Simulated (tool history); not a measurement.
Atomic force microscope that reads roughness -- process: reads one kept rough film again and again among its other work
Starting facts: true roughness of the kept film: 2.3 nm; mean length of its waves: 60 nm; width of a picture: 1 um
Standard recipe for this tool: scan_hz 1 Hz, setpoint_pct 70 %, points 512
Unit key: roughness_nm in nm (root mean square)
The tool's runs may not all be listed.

run 1 hour=0 | scan_hz=1 setpoint_pct=70 points=512 | roughness_nm=2.117
-- hour=4.6 new tip fitted
run 2 hour=15.2 | scan_hz=0.58 setpoint_pct=70 points=512 | roughness_nm=2.203
run 3 hour=25.6 | scan_hz=0.58 setpoint_pct=70 points=512 | roughness_nm=2.188
run 4 hour=41.8 | scan_hz=0.58 setpoint_pct=70 points=512 | roughness_nm=2.196
run 5 hour=51.7 | scan_hz=0.58 setpoint_pct=70 points=512 | roughness_nm=2.188
run 6 hour=65.1 | scan_hz=0.58 setpoint_pct=70 points=512 | roughness_nm=2.192
run 7 hour=81.6 | scan_hz=0.58 setpoint_pct=70 points=512 | roughness_nm=2.191
run 8 hour=99.5 | scan_hz=0.58 setpoint_pct=70 points=512 | roughness_nm=2.179
run 9 hour=118 | scan_hz=0.58 setpoint_pct=70 points=512 | roughness_nm=2.172
run 10 hour=127.6 | scan_hz=0.58 setpoint_pct=70 points=512 | roughness_nm=2.169
run 11 hour=138.1 | scan_hz=1 setpoint_pct=57 points=512 | roughness_nm=2.195
run 12 hour=156 | scan_hz=0.89 setpoint_pct=70 points=512 | roughness_nm=2.124
run 13 hour=164.5 | scan_hz=0.89 setpoint_pct=70 points=512 | roughness_nm=2.121
-- hour=168.2 new tip fitted
run 14 hour=178.3 | scan_hz=1 setpoint_pct=70 points=655 | roughness_nm=2.148
run 15 hour=195.9 | scan_hz=1 setpoint_pct=70 points=655 | roughness_nm=2.146
run 16 hour=210.8 | scan_hz=1 setpoint_pct=70 points=655 | roughness_nm=2.153
run 17 hour=229.4 | scan_hz=1 setpoint_pct=67 points=655 | roughness_nm=2.157
-- hour=231.8 height scale calibrated on a step standard
run 18 hour=248.5 | scan_hz=1 setpoint_pct=67 points=655 | roughness_nm=2.149
run 19 hour=263.4 | scan_hz=1 setpoint_pct=70 points=377 | roughness_nm=2.132
run 20 hour=273.2 | scan_hz=1 setpoint_pct=70 points=377 | roughness_nm=2.126
run 21 hour=291.9 | scan_hz=1 setpoint_pct=70 points=512 | roughness_nm=2.122
run 22 hour=300.3 | scan_hz=1 setpoint_pct=70 points=512 | roughness_nm=2.122
run 23 hour=312.8 | scan_hz=0.71 setpoint_pct=70 points=512 | roughness_nm=2.142
-- hour=318 height scale calibrated on a step standard, once more
run 24 hour=321.7 | scan_hz=0.71 setpoint_pct=70 points=512 | roughness_nm=2.147
run 25 hour=329.6 | scan_hz=0.71 setpoint_pct=70 points=512 | roughness_nm=2.129
-- hour=333.6 new tip fitted
run 26 hour=340.4 | scan_hz=1 setpoint_pct=70 points=950 | roughness_nm=2.152
run 27 hour=357.4 | scan_hz=1 setpoint_pct=70 points=950 | roughness_nm=2.159
run 28 hour=374.6 | scan_hz=1 setpoint_pct=70 points=950 | roughness_nm=2.149
run 29 hour=388.4 | scan_hz=0.85 setpoint_pct=64 points=256 | roughness_nm=2.175
run 30 hour=403.1 | scan_hz=0.85 setpoint_pct=77 points=752 | roughness_nm=2.124
run 31 hour=412.8 | scan_hz=0.85 setpoint_pct=77 points=752 | roughness_nm=2.119
run 32 hour=429.6 | scan_hz=0.85 setpoint_pct=77 points=752 | roughness_nm=2.104
run 33 hour=446.1 | scan_hz=1 setpoint_pct=85 points=512 | roughness_nm=2.017
run 34 hour=459.5 | scan_hz=1.56 setpoint_pct=70 points=285 | roughness_nm=2.053
run 35 hour=469.9 | scan_hz=0.54 setpoint_pct=67 points=957 | roughness_nm=2.177
run 36 hour=481.6 | scan_hz=1 setpoint_pct=70 points=512 | roughness_nm=2.113
run 37 hour=493.1 | scan_hz=1 setpoint_pct=70 points=512 | roughness_nm=2.115
-- hour=497.6 new tip fitted
run 38 hour=511.6 | scan_hz=1 setpoint_pct=70 points=512 | roughness_nm=2.155
run 39 hour=528.8 | scan_hz=1 setpoint_pct=70 points=492 | roughness_nm=2.151

What does the tool deliver on the next run?
run 40 hour=539.1 | scan_hz=0.66 setpoint_pct=77 points=528 | roughness_nm=?

roughness_nm: 2.139 nm (root mean square)
The same run, on a tool lacking any hidden state, would have yielded roughness_nm 2.159 nm (root mean square).
